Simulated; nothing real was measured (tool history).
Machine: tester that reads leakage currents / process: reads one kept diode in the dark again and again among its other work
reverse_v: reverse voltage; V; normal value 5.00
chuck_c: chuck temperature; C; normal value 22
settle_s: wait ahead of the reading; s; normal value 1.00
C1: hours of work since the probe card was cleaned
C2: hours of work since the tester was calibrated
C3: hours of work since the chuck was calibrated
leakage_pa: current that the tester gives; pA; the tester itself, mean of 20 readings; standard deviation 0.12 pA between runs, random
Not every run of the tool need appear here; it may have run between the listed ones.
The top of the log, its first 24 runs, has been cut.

At hour 4314.3: chuck's temperature calibrated.
Run 25, hour 4382.4: usual settings but reverse_v 19.36 V, chuck_c 48 C, settle_s 0.37 s; C1 931; C2 3827; C3 48. Result: leakage_pa 675.37 pA.
Run 26, hour 4538.2: usual settings but reverse_v 19.36 V, chuck_c 48 C, settle_s 0.37 s; C1 1041; C2 3937; C3 158. Result: leakage_pa 673.79 pA.
Run 27, hour 4671.7: usual settings but settle_s 8.37 s; C1 1136; C2 4031; C3 252. Result: leakage_pa 40.71 pA.
Run 28, hour 4861.3: usual settings but reverse_v 6.89 V, settle_s 6.83 s; C1 1269; C2 4165; C3 386. Result: leakage_pa 48.88 pA.
At hour 4887.3: probe card cleaned and baked.
Run 29, hour 5113.3: usual settings but reverse_v 3.29 V, chuck_c 31 C, settle_s 0.75 s; C1 160; C2 4341; C3 562. Result: leakage_pa 66.38 pA.
Run 30, hour 5234.0: usual settings but reverse_v 5.13 V, chuck_c 29 C, settle_s 6.52 s; C1 245; C2 4426; C3 647. Result: leakage_pa 68.42 pA.
Run 31, hour 5488.4: usual settings but reverse_v 1.47 V, settle_s 0.65 s; C1 424; C2 4606; C3 827. Result: leakage_pa 20.25 pA.
Run 32, hour 5662.4: usual settings but reverse_v 4.50 V, settle_s 1.22 s; C1 547; C2 4729; C3 950. Result: leakage_pa 35.53 pA.
Run 33, hour 5805.3: usual settings but reverse_v 4.50 V, chuck_c 44 C, settle_s 2.95 s; C1 648; C2 4830; C3 1051. Result: leakage_pa 224.60 pA.
Run 34, hour 6000.8: usual settings but reverse_v 4.50 V, chuck_c 59 C, settle_s 2.82 s; C1 786; C2 4968; C3 1189. Result: leakage_pa 708.27 pA.
Run 35, hour 6238.1: usual settings but reverse_v 7.74 V, chuck_c 49 C, settle_s 0.39 s; C1 954; C2 5136; C3 1356. Result: leakage_pa 432.55 pA.
Run 36, hour 6345.7: usual settings but reverse_v 3.27 V, settle_s 3.80 s; C1 1030; C2 5211; C3 1432. Result: leakage_pa 30.12 pA.
At hour 6385.5: tester calibrated.
Run 37, hour 6494.0: usual settings but reverse_v 5.22 V, chuck_c 31 C, settle_s 1.20 s; C1 1133; C2 77; C3 1536. Result: leakage_pa 83.90 pA.
At hour 6713.5: probe card cleaned and baked.
Run 38, hour 6742.9: usual settings but reverse_v 1.75 V, chuck_c 34 C; C1 21; C2 250; C3 1709. Result: leakage_pa 59.33 pA.
Run 39, hour 6905.1: usual settings but reverse_v 2.85 V, settle_s 3.21 s; C1 135; C2 365; C3 1824. Result: leakage_pa 25.72 pA.
Run 40, hour 7040.3: usual settings but reverse_v 16.42 V, settle_s 0.43 s; C1 231; C2 460; C3 1919. Result: leakage_pa 67.87 pA.

Forecast each of these 3 alternatives for the next run:
At hour 7196.4: chuck's temperature calibrated.
Run A, hour 7203.2: usual settings but reverse_v 2.03 V, chuck_c 38 C, settle_s 0.43 s; C1 344; C2 574; C3 5. Result: leakage_pa ?.
At hour 7196.4: chuck's temperature calibrated.
Run B, hour 7203.2: usual settings but reverse_v 16.42 V, chuck_c 43 C, settle_s 7.10 s; C1 344; C2 574; C3 5. Result: leakage_pa ?.
At hour 7196.4: chuck's temperature calibrated.
Run C, hour 7203.2: usual settings but reverse_v 2.44 V, settle_s 3.14 s; C1 344; C2 574; C3 5. Result: leakage_pa ?.

run  leakage_pa
  A       98.56
  B      413.45
  C       26.63
Without the tool's unlogged condition, the same runs would have read:
run  leakage_pa
  A       98.38
  B      410.33
  C       26.03

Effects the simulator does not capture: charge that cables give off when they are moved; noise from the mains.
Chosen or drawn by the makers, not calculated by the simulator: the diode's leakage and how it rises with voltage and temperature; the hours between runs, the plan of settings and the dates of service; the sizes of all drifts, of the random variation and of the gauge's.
